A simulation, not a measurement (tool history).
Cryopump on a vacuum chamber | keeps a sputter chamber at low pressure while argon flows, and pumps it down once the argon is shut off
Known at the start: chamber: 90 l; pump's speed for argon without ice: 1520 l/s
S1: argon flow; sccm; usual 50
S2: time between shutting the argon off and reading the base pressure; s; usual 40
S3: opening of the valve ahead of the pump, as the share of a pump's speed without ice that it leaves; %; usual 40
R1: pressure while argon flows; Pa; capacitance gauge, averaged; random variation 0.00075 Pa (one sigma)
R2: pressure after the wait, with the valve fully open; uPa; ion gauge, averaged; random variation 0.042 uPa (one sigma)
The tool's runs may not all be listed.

run 1 hour=0.0 | S1=50 S2=40 S3=40 | R1=0.1618 R2=2.64
run 2 hour=66.6 | S1=50 S2=110 S3=40 | R1=0.1640 R2=1.20
run 3 hour=105.8 | S1=50 S2=40 S3=40 | R1=0.1641 R2=2.64
run 4 hour=163.6 | S1=50 S2=40 S3=40 | R1=0.1654 R2=2.72
run 5 hour=223.3 | S1=44 S2=40 S3=40 | R1=0.1488 R2=2.74
-- hour=260.7 pump warmed up, emptied and cooled again
run 6 hour=307.8 | S1=44 S2=40 S3=40 | R1=0.1240 R2=2.64
run 7 hour=346.1 | S1=23 S2=259 S3=57 | R1=0.0466 R2=0.68
run 8 hour=398.0 | S1=23 S2=259 S3=57 | R1=0.0455 R2=0.71
run 9 hour=479.9 | S1=45 S2=37 S3=16 | R1=0.3163 R2=2.76
run 10 hour=558.4 | S1=22 S2=80 S3=18 | R1=0.1386 R2=1.53

Measured less the same run without the tool's hidden state. The same run-to-run variation is in both; the gauge's scatter may not be:
The hidden state here: pump's speed, % of a pump's without ice; cold plate's temperature, K; leak into the chamber, uPa l/s; drift of the gauge itself on working_pa, %; drift of the gauge itself on base_upa, %.
run=1 R1=+0.0219 R2=+0.18
run=2 R1=+0.0242 R2=+0.21
run=3 R1=+0.0255 R2=+0.23
run=4 R1=+0.0275 R2=+0.26
run=5 R1=+0.0262 R2=+0.28
run=6 R1=+0.0012 R2=+0.14
run=7 R1=+0.0009 R2=+0.15
run=8 R1=+0.0014 R2=+0.17
run=9 R1=+0.0042 R2=+0.19
run=10 R1=+0.0027 R2=+0.22
